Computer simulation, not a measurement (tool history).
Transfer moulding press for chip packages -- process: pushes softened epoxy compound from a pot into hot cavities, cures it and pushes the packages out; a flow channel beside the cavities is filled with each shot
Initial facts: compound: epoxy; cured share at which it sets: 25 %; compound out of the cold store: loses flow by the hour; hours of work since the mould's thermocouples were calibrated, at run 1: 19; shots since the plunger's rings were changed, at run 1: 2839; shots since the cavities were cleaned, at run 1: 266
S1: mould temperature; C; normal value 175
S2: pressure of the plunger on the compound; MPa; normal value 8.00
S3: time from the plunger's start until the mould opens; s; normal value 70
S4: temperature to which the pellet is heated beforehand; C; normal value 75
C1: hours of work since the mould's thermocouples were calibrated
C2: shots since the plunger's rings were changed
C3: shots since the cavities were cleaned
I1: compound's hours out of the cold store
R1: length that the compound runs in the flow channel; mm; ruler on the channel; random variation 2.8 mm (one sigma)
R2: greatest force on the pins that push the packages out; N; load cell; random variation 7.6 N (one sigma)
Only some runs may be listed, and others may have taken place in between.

run,hour,S1,S2,S3,S4,C1,C2,C3,I1,R1,R2
1,0.0,175,8.00,70,75,19,2839,266,37.4,825,487
2,33.6,175,8.00,70,75,33,3187,614,28.9,874,623
# hour 47.0: cavities cleaned with cleaning compound and waxed
3,64.3,182,8.00,70,75,46,3488,179,43.9,766,317
4,100.1,171,8.00,70,75,61,3858,549,20.9,922,850
# hour 117.8: plunger's sealing rings changed
# hour 125.3: cavities cleaned with cleaning compound and waxed
5,158.4,171,8.00,70,75,85,404,342,17.5,993,758
# hour 200.3: cavities cleaned with cleaning compound and waxed
6,204.4,171,8.00,70,75,104,864,43,31.5,904,497
7,234.4,171,8.00,70,75,117,1174,353,17.1,989,769
# hour 273.5: cavities cleaned with cleaning compound and waxed
8,275.2,171,6.63,64,75,134,1580,17,39.2,774,567
9,321.9,174,8.00,70,75,154,2063,500,20.6,946,655
# hour 349.1: cavities cleaned with cleaning compound and waxed
10,381.8,171,8.00,55,75,179,2667,338,26.7,910,1233
11,409.9,171,8.00,58,75,191,2957,628,37.2,841,1270
# hour 422.9: cavities cleaned with cleaning compound and waxed
12,441.4,171,8.00,58,75,204,3268,192,39.4,823,974
13,468.0,175,7.45,70,75,216,3542,466,47.8,739,540
# hour 495.8: cavities cleaned with cleaning compound and waxed
14,495.8,175,7.11,70,73,227,3814,0,27.3,821,370

5 options for the next run, each taken on its own from the tool as it stands now. Forecast them:
# hour 513.8: plunger's sealing rings changed
A,522.7,175,7.11,70,80,238,92,252,45.3,?,?
# hour 513.8: plunger's sealing rings changed
B,522.7,170,7.97,53,73,238,92,252,34.5,?,?
# hour 513.8: plunger's sealing rings changed
C,522.7,179,8.00,86,75,238,92,252,44.4,?,?
# hour 513.8: plunger's sealing rings changed
D,522.7,181,6.90,70,70,238,92,252,32.0,?,?
# hour 513.8: plunger's sealing rings changed
E,522.7,167,8.00,70,75,238,92,252,25.3,?,?

run,R1,R2
A,779,460
B,902,1277
C,817,298
D,820,366
E,965,873
Had the tool no hidden state, the same runs would have come out as:
run,R1,R2
A,779,308
B,902,867
C,818,205
D,821,249
E,965,588
